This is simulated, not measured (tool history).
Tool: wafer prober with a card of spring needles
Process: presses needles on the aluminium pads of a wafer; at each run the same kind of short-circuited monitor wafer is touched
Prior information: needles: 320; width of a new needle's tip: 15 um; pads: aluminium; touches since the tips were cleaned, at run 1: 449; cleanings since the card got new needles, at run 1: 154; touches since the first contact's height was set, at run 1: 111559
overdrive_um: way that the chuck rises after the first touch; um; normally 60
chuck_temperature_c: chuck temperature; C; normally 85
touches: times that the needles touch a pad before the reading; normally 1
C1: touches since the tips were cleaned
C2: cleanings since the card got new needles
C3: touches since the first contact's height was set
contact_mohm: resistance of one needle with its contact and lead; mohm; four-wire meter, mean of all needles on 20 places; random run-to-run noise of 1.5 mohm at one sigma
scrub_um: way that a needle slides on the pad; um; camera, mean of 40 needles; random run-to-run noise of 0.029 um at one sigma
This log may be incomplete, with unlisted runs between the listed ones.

Run 1, day 0: usual settings; C1 449; C2 154; C3 111559. Result: contact_mohm 140 mohm, scrub_um 11.89 um.
At day 0.438: tips cleaned on abrasive film.
Run 2, day 0.85: usual settings but overdrive_um 44 um; C1 5956; C2 155; C3 123762. Result: contact_mohm 143 mohm, scrub_um 8.73 um.
At day 0.971: tips cleaned on abrasive film.
At day 1.542: tips cleaned on abrasive film.
At day 2.008: tips cleaned on abrasive film.
Run 3, day 2.117: usual settings but overdrive_um 44 um; C1 1544; C2 158; C3 141774. Result: contact_mohm 143 mohm, scrub_um 8.68 um.
At day 2.579: tips cleaned on abrasive film.
At day 3.158: tips cleaned on abrasive film.
At day 3.65: tips cleaned on abrasive film.
Run 4, day 3.65: usual settings but chuck_temperature_c 77 C; C1 0; C2 161; C3 163724. Result: contact_mohm 140 mohm, scrub_um 11.9 um.
At day 4.212: tips cleaned on abrasive film.
At day 4.712: card fitted with new needles.
At day 5.271: tips cleaned on abrasive film.
At day 5.738: tips cleaned on abrasive film.
Run 5, day 6.15: usual settings but chuck_temperature_c 77 C; C1 5925; C2 2; C3 20549. Result: contact_mohm 141 mohm, scrub_um 11.89 um.
At day 6.267: tips cleaned on abrasive film.
At day 6.733: tips cleaned on abrasive film.
At day 7.308: tips cleaned on abrasive film.
At day 7.842: tips cleaned on abrasive film.
Run 6, day 8.125: usual settings; C1 4090; C2 6; C3 48757. Result: contact_mohm 141 mohm, scrub_um 11.88 um.
At day 8.333: tips cleaned on abrasive film.
At day 8.892: tips cleaned on abrasive film.
At day 9.442: tips cleaned on abrasive film.
Run 7, day 9.808: usual settings; C1 5310; C2 9; C3 72834. Result: contact_mohm 140 mohm, scrub_um 11.87 um.
At day 9.929: tips cleaned on abrasive film.
At day 10.508: tips cleaned on abrasive film.
Run 8, day 10.858: usual settings but overdrive_um 76 um, chuck_temperature_c 44 C; C1 5048; C2 11; C3 87830. Result: contact_mohm 135 mohm, scrub_um 14.96 um.
At day 10.979: tips cleaned on abrasive film.
At day 11.542: tips cleaned on abrasive film.
At day 12.108: tips cleaned on abrasive film.
At day 12.658: tips cleaned on abrasive film.
Run 9, day 12.879: usual settings but overdrive_um 76 um, chuck_temperature_c 44 C; C1 3181; C2 15; C3 116717. Result: contact_mohm 130 mohm, scrub_um 15.03 um.
At day 13.217: tips cleaned on abrasive film.
At day 13.775: tips cleaned on abrasive film.
Run 10, day 14.008: usual settings but overdrive_um 49 um, chuck_temperature_c 45 C, touches 3; C1 3366; C2 17; C3 132826. Result: contact_mohm 136 mohm, scrub_um 9.74 um.
At day 14.35: tips cleaned on abrasive film.
At day 14.917: tips cleaned on abrasive film.
At day 15.425: tips cleaned on abrasive film.
Run 11, day 15.425: usual settings but overdrive_um 48 um, chuck_temperature_c 32 C, touches 2; C1 0; C2 20; C3 153042. Result: contact_mohm 136 mohm, scrub_um 9.49 um.
At day 16: tips cleaned on abrasive film.
At day 16.55: tips cleaned on abrasive film.
Run 12, day 16.854: usual settings but overdrive_um 56 um, chuck_temperature_c 53 C; C1 4374; C2 22; C3 173500. Result: contact_mohm 137 mohm, scrub_um 11.1 um.
At day 17.088: tips cleaned on abrasive film.
At day 17.629: tips cleaned on abrasive film.
Run 13, day 17.896: usual settings but overdrive_um 70 um; C1 3840; C2 24; C3 188377. Result: contact_mohm 139 mohm, scrub_um 13.88 um.
At day 18.1: tips cleaned on abrasive film.
At day 18.679: tips cleaned on abrasive film.
At day 19.258: tips cleaned on abrasive film.
Run 14, day 19.708: usual settings but overdrive_um 58 um, chuck_temperature_c 125 C, touches 3; C1 6475; C2 27; C3 214292. Result: contact_mohm 145 mohm, scrub_um 11.43 um.

Below are 5 alternative next runs, each starting from the tool's condition after run 14. Predict each:
At day 19.825: tips cleaned on abrasive film.
At day 20.171: height of the first contact set anew.
At day 20.408: tips cleaned on abrasive film.
Run A, day 20.638: usual settings but overdrive_um 75 um, chuck_temperature_c 95 C; C1 3350; C2 29; C3 6666. Result: contact_mohm ?, scrub_um ?.
At day 19.825: tips cleaned on abrasive film.
At day 20.171: height of the first contact set anew.
At day 20.408: tips cleaned on abrasive film.
Run B, day 20.638: usual settings but overdrive_um 58 um, chuck_temperature_c 30 C, touches 3; C1 3350; C2 29; C3 6666. Result: contact_mohm ?, scrub_um ?.
At day 19.825: tips cleaned on abrasive film.
At day 20.171: height of the first contact set anew.
At day 20.408: tips cleaned on abrasive film.
Run C, day 20.638: usual settings; C1 3350; C2 29; C3 6666. Result: contact_mohm ?, scrub_um ?.
At day 19.825: tips cleaned on abrasive film.
At day 20.171: height of the first contact set anew.
At day 20.408: tips cleaned on abrasive film.
Run D, day 20.638: usual settings but overdrive_um 48 um, chuck_temperature_c 56 C, touches 2; C1 3350; C2 29; C3 6666. Result: contact_mohm ?, scrub_um ?.
At day 19.825: tips cleaned on abrasive film.
At day 20.171: height of the first contact set anew.
At day 20.408: tips cleaned on abrasive film.
Run E, day 20.638: usual settings but overdrive_um 56 um, chuck_temperature_c 88 C, touches 2; C1 3350; C2 29; C3 6666. Result: contact_mohm ?, scrub_um ?.

run  contact_mohm  scrub_um
  A           141     14.87
  B           133     11.46
  C           143     11.92
  D           141      9.52
  E           143     11.09
What these runs would have given with no unlogged condition in the tool:
run  contact_mohm  scrub_um
  A           141     14.87
  B           132     11.46
  C           142     11.92
  D           141      9.52
  E           143     11.09
